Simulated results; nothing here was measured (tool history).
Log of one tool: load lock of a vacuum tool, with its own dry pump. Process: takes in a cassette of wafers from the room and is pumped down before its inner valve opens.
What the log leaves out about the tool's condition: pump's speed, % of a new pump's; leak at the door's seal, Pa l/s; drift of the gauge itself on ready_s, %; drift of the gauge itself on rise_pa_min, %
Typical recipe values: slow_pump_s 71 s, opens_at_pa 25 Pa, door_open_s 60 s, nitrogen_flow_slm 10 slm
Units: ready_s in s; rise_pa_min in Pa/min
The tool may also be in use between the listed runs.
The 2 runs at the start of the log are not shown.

run    hour  slow_pump_s  opens_at_pa  door_open_s  nitrogen_flow_slm  hours that the pump has run since its overhaul  times that the door has closed on its seal  incoming humidity of the room's air, %  ready_s  rise_pa_min
  3   155.7           71           25           60                 10                                            1585                                       13120                                    45.4    138.0        0.055
  4   213.1           71           25           60                 10                                            1642                                       13361                                    42.5    136.7        0.063
  5   296.0           71           25           60                 10                                            1725                                       13709                                    42.8    136.8        0.061
  6   340.7           71           25           60                 10                                            1770                                       13896                                    43.9    134.6        0.061
  7   428.8           71           25           60                 10                                            1858                                       14265                                    42.5    135.2        0.065
  8   477.2           71           25           60                 10                                            1906                                       14468                                    43.9    137.2        0.069
  9   527.7           71           25           60                 10                                            1957                                       14680                                    42.8    136.7        0.062
 10   622.4           56           25           60                 10                                            2052                                       15078                                    43.1    126.1        0.074
 11   719.2           56           25           60                 10                                            2148                                       15484                                    45.3    125.9        0.069
 12   802.7           56           25           60                 10                                            2232                                       15834                                    42.9    124.7        0.072
 13   905.1           71           25           60                  6                                            2334                                       16263                                    50.4    136.1        0.073
 14   948.2           71           25           60                 41                                            2377                                       16444                                    47.6    137.7        0.063
 15  1050.3           71           23           60                 10                                            2479                                       16872                                    43.5    137.8        0.078
 16  1139.1           71           44           60                 10                                            2568                                       17245                                    45.0    132.6        0.076
 17  1229.8           71           44           60                 10                                            2659                                       17625                                    45.4    131.3        0.078
 18  1309.8           71           44           60                 10                                            2739                                       17961                                    45.8    132.3        0.080
 19  1399.6           71           25           60                 10                                            2829                                       18337                                    44.1    138.8        0.077
 20  1482.9           71           25           94                 10                                            2912                                       18687                                    47.5    136.8        0.085
 21  1569.8           57           45          145                  7                                            2999                                       19051                                    44.3    121.2        0.093
 22  1626.7          136           49           31                  7                                            3056                                       19290                                    46.7    181.5        0.082
 23  1713.9           40           49           31                 21                                            3143                                       19655                                    42.5    105.8        0.080
 24  1813.3          134           35           54                 33                                            3242                                       20073                                    39.3    182.2        0.080
 25  1896.0           41           42           49                 10                                            3325                                       20419                                    43.4    109.4        0.088

Run 26 has not been measured yet. What should we expect?
 26  1971.1          130           32           49                 10                                            3400                                       20734                                    45.2        ?            ?

ready_s: 180.4 s
rise_pa_min: 0.095 Pa/min
Had the tool carried no hidden state, the very same run would have given ready_s 179.7 s, rise_pa_min 0.024 Pa/min.
